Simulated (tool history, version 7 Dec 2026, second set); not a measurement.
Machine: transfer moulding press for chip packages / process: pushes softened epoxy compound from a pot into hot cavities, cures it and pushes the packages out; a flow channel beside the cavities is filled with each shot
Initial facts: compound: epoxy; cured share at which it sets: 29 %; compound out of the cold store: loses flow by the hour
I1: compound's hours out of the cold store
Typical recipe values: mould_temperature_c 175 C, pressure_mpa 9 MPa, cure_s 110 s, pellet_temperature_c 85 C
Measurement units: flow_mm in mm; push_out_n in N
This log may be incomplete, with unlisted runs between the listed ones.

run 1 hour=0 | mould_temperature_c=175 pressure_mpa=9 cure_s=110 pellet_temperature_c=85 | I1=15 | flow_mm=555 push_out_n=474
run 2 hour=9.9 | mould_temperature_c=175 pressure_mpa=9 cure_s=110 pellet_temperature_c=85 | I1=10.8 | flow_mm=566 push_out_n=496
run 3 hour=22.4 | mould_temperature_c=175 pressure_mpa=9 cure_s=110 pellet_temperature_c=85 | I1=22.6 | flow_mm=525 push_out_n=524
-- hour=35.9 cavities cleaned with cleaning compound and waxed
run 4 hour=40.8 | mould_temperature_c=175 pressure_mpa=9 cure_s=110 pellet_temperature_c=85 | I1=46.1 | flow_mm=458 push_out_n=449
run 5 hour=52.8 | mould_temperature_c=175 pressure_mpa=9 cure_s=110 pellet_temperature_c=85 | I1=47.6 | flow_mm=450 push_out_n=487
run 6 hour=61.2 | mould_temperature_c=175 pressure_mpa=8.64 cure_s=110 pellet_temperature_c=85 | I1=26.3 | flow_mm=500 push_out_n=528
run 7 hour=70.6 | mould_temperature_c=175 pressure_mpa=8.64 cure_s=110 pellet_temperature_c=85 | I1=10.9 | flow_mm=549 push_out_n=534
-- hour=79.9 cavities cleaned with cleaning compound and waxed
run 8 hour=91.6 | mould_temperature_c=175 pressure_mpa=7.05 cure_s=110 pellet_temperature_c=85 | I1=34.1 | flow_mm=429 push_out_n=473
run 9 hour=111.4 | mould_temperature_c=175 pressure_mpa=9 cure_s=110 pellet_temperature_c=95 | I1=39.8 | flow_mm=465 push_out_n=537
-- hour=124 cavities cleaned with cleaning compound and waxed
-- hour=128.2 plunger's sealing rings changed
run 10 hour=132.6 | mould_temperature_c=175 pressure_mpa=9 cure_s=110 pellet_temperature_c=95 | I1=32.8 | flow_mm=518 push_out_n=450
run 11 hour=143.4 | mould_temperature_c=175 pressure_mpa=9 cure_s=110 pellet_temperature_c=95 | I1=9.9 | flow_mm=600 push_out_n=497
-- hour=146.5 mould's thermocouples calibrated
run 12 hour=162.7 | mould_temperature_c=168 pressure_mpa=9 cure_s=110 pellet_temperature_c=85 | I1=41.7 | flow_mm=504 push_out_n=744
-- hour=173.8 cavities cleaned with cleaning compound and waxed
run 13 hour=174.3 | mould_temperature_c=168 pressure_mpa=9 cure_s=110 pellet_temperature_c=85 | I1=25.2 | flow_mm=556 push_out_n=646
run 14 hour=190 | mould_temperature_c=168 pressure_mpa=9 cure_s=110 pellet_temperature_c=88 | I1=10.5 | flow_mm=604 push_out_n=746
run 15 hour=199.5 | mould_temperature_c=168 pressure_mpa=9 cure_s=110 pellet_temperature_c=88 | I1=15.1 | flow_mm=591 push_out_n=757
run 16 hour=208.4 | mould_temperature_c=168 pressure_mpa=9 cure_s=110 pellet_temperature_c=88 | I1=9.6 | flow_mm=611 push_out_n=851
-- hour=216 mould's thermocouples calibrated, once more
-- hour=220 cavities cleaned with cleaning compound and waxed
run 17 hour=227.6 | mould_temperature_c=168 pressure_mpa=8.94 cure_s=135 pellet_temperature_c=83 | I1=8.4 | flow_mm=613 push_out_n=496
run 18 hour=239.2 | mould_temperature_c=175 pressure_mpa=9 cure_s=147 pellet_temperature_c=83 | I1=23.1 | flow_mm=542 push_out_n=451
run 19 hour=254.2 | mould_temperature_c=179 pressure_mpa=9 cure_s=110 pellet_temperature_c=79 | I1=44.1 | flow_mm=474 push_out_n=504
-- hour=264 cavities cleaned with cleaning compound and waxed
run 20 hour=268.9 | mould_temperature_c=179 pressure_mpa=9 cure_s=110 pellet_temperature_c=79 | I1=8.3 | flow_mm=581 push_out_n=425
run 21 hour=279.6 | mould_temperature_c=179 pressure_mpa=9 cure_s=110 pellet_temperature_c=79 | I1=8.6 | flow_mm=580 push_out_n=463
run 22 hour=296.7 | mould_temperature_c=176 pressure_mpa=9 cure_s=119 pellet_temperature_c=85 | I1=45.1 | flow_mm=467 push_out_n=491
-- hour=309.4 cavities cleaned with cleaning compound and waxed
run 23 hour=309.6 | mould_temperature_c=169 pressure_mpa=10.89 cure_s=139 pellet_temperature_c=82 | I1=13.9 | flow_mm=640 push_out_n=422
run 24 hour=323.7 | mould_temperature_c=175 pressure_mpa=10.06 cure_s=110 pellet_temperature_c=86 | I1=36.7 | flow_mm=514 push_out_n=464
run 25 hour=333.7 | mould_temperature_c=175 pressure_mpa=7.19 cure_s=110 pellet_temperature_c=81 | I1=27 | flow_mm=468 push_out_n=523
run 26 hour=346.6 | mould_temperature_c=169 pressure_mpa=7.68 cure_s=150 pellet_temperature_c=83 | I1=24.3 | flow_mm=500 push_out_n=499
-- hour=354.3 cavities cleaned with cleaning compound and waxed
run 27 hour=357 | mould_temperature_c=179 pressure_mpa=9 cure_s=110 pellet_temperature_c=95 | I1=10.5 | flow_mm=567 push_out_n=429
run 28 hour=373.2 | mould_temperature_c=179 pressure_mpa=9 cure_s=106 pellet_temperature_c=75 | I1=33.8 | flow_mm=493 push_out_n=482
run 29 hour=385.2 | mould_temperature_c=174 pressure_mpa=6.86 cure_s=106 pellet_temperature_c=75 | I1=33.7 | flow_mm=436 push_out_n=578

Measured result minus the same run's result without the hidden state. Both carry the same run-to-run variation, though not necessarily the same gauge scatter:
The tool's hidden condition here consists of: true mould temperature over the reading, C; pressure that reaches the compound, % of what is set; grip of the stained cavities, % over clean ones'; drift of the gauge itself on flow_mm, %; drift of the gauge itself on push_out_n, %.
run=1 flow_mm=-28 push_out_n=+36
run=2 flow_mm=-29 push_out_n=+65
run=3 flow_mm=-29 push_out_n=+94
run=4 flow_mm=-27 push_out_n=+19
run=5 flow_mm=-27 push_out_n=+56
run=6 flow_mm=-31 push_out_n=+82
run=7 flow_mm=-35 push_out_n=+103
run=8 flow_mm=-29 push_out_n=+49
run=9 flow_mm=-33 push_out_n=+101
run=10 flow_mm=+0 push_out_n=+27
run=11 flow_mm=-1 push_out_n=+63
run=12 flow_mm=-2 push_out_n=+157
run=13 flow_mm=-4 push_out_n=+25
run=14 flow_mm=-5 push_out_n=+103
run=15 flow_mm=-6 push_out_n=+135
run=16 flow_mm=-8 push_out_n=+180
run=17 flow_mm=-10 push_out_n=+36
run=18 flow_mm=-10 push_out_n=+58
run=19 flow_mm=-11 push_out_n=+94
run=20 flow_mm=-14 push_out_n=+23
run=21 flow_mm=-15 push_out_n=+54
run=22 flow_mm=-14 push_out_n=+91
run=23 flow_mm=-21 push_out_n=+6
run=24 flow_mm=-18 push_out_n=+50
run=25 flow_mm=-17 push_out_n=+81
run=26 flow_mm=-19 push_out_n=+98
run=27 flow_mm=-23 push_out_n=+19
run=28 flow_mm=-22 push_out_n=+66
run=29 flow_mm=-20 push_out_n=+110
